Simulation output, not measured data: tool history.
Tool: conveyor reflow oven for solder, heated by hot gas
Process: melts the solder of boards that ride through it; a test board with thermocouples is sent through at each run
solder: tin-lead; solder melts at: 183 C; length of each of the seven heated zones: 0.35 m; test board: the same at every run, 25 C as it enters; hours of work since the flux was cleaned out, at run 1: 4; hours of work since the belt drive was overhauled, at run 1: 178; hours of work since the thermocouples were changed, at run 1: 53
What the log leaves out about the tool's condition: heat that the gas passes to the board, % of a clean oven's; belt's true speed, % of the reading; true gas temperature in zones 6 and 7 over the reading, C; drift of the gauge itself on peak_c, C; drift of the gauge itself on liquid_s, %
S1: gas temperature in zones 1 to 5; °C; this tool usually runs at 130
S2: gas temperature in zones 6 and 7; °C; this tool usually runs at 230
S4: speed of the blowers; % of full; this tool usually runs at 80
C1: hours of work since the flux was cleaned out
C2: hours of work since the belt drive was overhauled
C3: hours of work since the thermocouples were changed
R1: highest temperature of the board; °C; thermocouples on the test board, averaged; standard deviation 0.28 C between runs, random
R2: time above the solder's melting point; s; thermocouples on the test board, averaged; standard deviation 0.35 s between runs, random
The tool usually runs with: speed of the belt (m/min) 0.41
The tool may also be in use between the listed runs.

Run 1, day 0: usual settings; C1 4; C2 178; C3 53. Result: R1 216.6 °C, R2 73.9 s.
Run 2, day 0.475: usual settings but S1 138 °C; C1 12; C2 187; C3 62. Result: R1 217.5 °C, R2 77.7 s.
Run 3, day 1.342: usual settings but S1 138 °C; C1 27; C2 202; C3 77. Result: R1 217.5 °C, R2 78.5 s.
Run 4, day 1.712: usual settings but speed of the belt (m/min) 0.349; C1 34; C2 209; C3 83. Result: R1 220.7 °C, R2 93.2 s.
Run 5, day 2.542: usual settings but speed of the belt (m/min) 0.349; C1 48; C2 223; C3 98. Result: R1 220 °C, R2 92.9 s.
Run 6, day 3.021: usual settings; C1 57; C2 232; C3 107. Result: R1 216.1 °C, R2 72.9 s.
Run 7, day 3.742: usual settings but S4 58 % of full; C1 70; C2 244; C3 119. Result: R1 208.4 °C, R2 61.6 s.
Run 8, day 4.196: usual settings but S4 58 % of full; C1 77; C2 252; C3 127. Result: R1 208.7 °C, R2 61.2 s.
Run 9, day 5.079: usual settings but S4 59 % of full; C1 93; C2 268; C3 143. Result: R1 208.7 °C, R2 61.7 s.
Run 10, day 5.704: usual settings but S1 119 °C; C1 104; C2 279; C3 154. Result: R1 213.7 °C, R2 65.7 s.
At day 5.942: belt drive overhauled, speed set with a stopwatch.
Run 11, day 6.683: usual settings but S1 119 °C; C1 118; C2 13; C3 168. Result: R1 213.6 °C, R2 65.8 s.
Run 12, day 7.325: usual settings but S2 236 °C; C1 130; C2 24; C3 179. Result: R1 220 °C, R2 77.1 s.
Run 13, day 7.833: usual settings but S2 225 °C; C1 139; C2 33; C3 188. Result: R1 210.2 °C, R2 66.9 s.
Run 14, day 8.379: usual settings but S2 225 °C; C1 148; C2 43; C3 198. Result: R1 210.4 °C, R2 66.9 s.
Run 15, day 8.788: usual settings but S2 225 °C; C1 155; C2 50; C3 205. Result: R1 209.9 °C, R2 66.8 s.
Run 16, day 9.538: usual settings but S1 133 °C, S2 228 °C, speed of the belt (m/min) 0.342, S4 79 % of full; C1 169; C2 63; C3 218. Result: R1 217.3 °C, R2 93.2 s.
At day 10.117: belt drive overhauled, speed set with a stopwatch, once more.
Run 17, day 10.388: usual settings but S1 133 °C, S2 228 °C, speed of the belt (m/min) 0.393, S4 60 % of full; C1 181; C2 5; C3 230. Result: R1 207.9 °C, R2 65.5 s.
Run 18, day 11.229: usual settings but S1 133 °C, S2 228 °C, speed of the belt (m/min) 0.393, S4 60 % of full; C1 195; C2 20; C3 245. Result: R1 208.2 °C, R2 65.1 s.
Run 19, day 11.929: usual settings but S2 240 °C, speed of the belt (m/min) 0.383, S4 75 % of full; C1 208; C2 32; C3 257. Result: R1 223.2 °C, R2 86.4 s.
Run 20, day 12.658: usual settings but S2 240 °C, speed of the belt (m/min) 0.383, S4 75 % of full; C1 221; C2 45; C3 270. Result: R1 223 °C, R2 85.2 s.
Run 21, day 13.196: usual settings but S1 133 °C, S2 240 °C, speed of the belt (m/min) 0.383, S4 67 % of full; C1 230; C2 54; C3 280. Result: R1 221.4 °C, R2 84.2 s.
Run 22, day 13.592: usual settings but S2 235 °C, speed of the belt (m/min) 0.467; C1 237; C2 61; C3 287. Result: R1 213.1 °C, R2 59 s.
Run 23, day 14.471: usual settings but S1 131 °C, S2 235 °C, S4 50 % of full; C1 252; C2 77; C3 302. Result: R1 206.6 °C, R2 58.2 s.
Run 24, day 15.225: usual settings but S1 129 °C, S2 243 °C, S4 88 % of full; C1 266; C2 90; C3 315. Result: R1 226.1 °C, R2 81.7 s.
Run 25, day 16.092: usual settings but S4 62 % of full; C1 281; C2 105; C3 331. Result: R1 207.2 °C, R2 59.1 s.
Run 26, day 16.938: usual settings but S1 116 °C, speed of the belt (m/min) 0.358, S4 62 % of full; C1 296; C2 120; C3 346. Result: R1 209.9 °C, R2 67.2 s.
At day 17.521: flux residue cleaned out of gas plates and filters.
Run 27, day 17.85: usual settings but S1 126 °C, S2 228 °C, speed of the belt (m/min) 0.334, S4 87 % of full; C1 6; C2 132; C3 358. Result: R1 219.5 °C, R2 96.7 s.
Run 28, day 18.733: usual settings but S4 54 % of full; C1 21; C2 148; C3 374. Result: R1 207 °C, R2 57.9 s.
Run 29, day 19.604: usual settings but S2 228 °C, speed of the belt (m/min) 0.397, S4 64 % of full; C1 37; C2 163; C3 389. Result: R1 208.9 °C, R2 67.1 s.
Run 30, day 20.312: usual settings but S2 228 °C, speed of the belt (m/min) 0.397, S4 64 % of full; C1 49; C2 176; C3 401. Result: R1 209.3 °C, R2 66.7 s.

Hidden condition of the tool, last listed run before each entry between runs versus first listed run after:
After run 10, before run 11: belt drive overhauled, speed set with a stopwatch (day 5.942)
  heat that the gas passes to the board, % of a clean oven's: 95 -> 94.4; belt's true speed, % of the reading: 99.71 -> 99.52; true gas temperature in zones 6 and 7 over the reading, C: -0.53 -> -0.57
  the result without the hidden state subtracted from the measured one, R1: -1.8 -> -1.9 °C; R2: -2.3 -> -2.4 s
After run 16, before run 17: belt drive overhauled, speed set with a stopwatch, once more (day 10.117)
  heat that the gas passes to the board, % of a clean oven's: 92.5 -> 92; belt's true speed, % of the reading: 99.47 -> 100.06; true gas temperature in zones 6 and 7 over the reading, C: -0.71 -> -0.75
  the result without the hidden state subtracted from the measured one, R1: -2 -> -2.4 °C; R2: -2.4 -> -3.9 s
After run 26, before run 27: flux residue cleaned out of gas plates and filters (day 17.521)
  heat that the gas passes to the board, % of a clean oven's: 87.8 -> 99.7; belt's true speed, % of the reading: 99.95 -> 99.94; true gas temperature in zones 6 and 7 over the reading, C: -1.08 -> -1.11
  the result without the hidden state subtracted from the measured one, R1: -3.9 -> -1.1 °C; R2: -6.6 -> -1.1 s
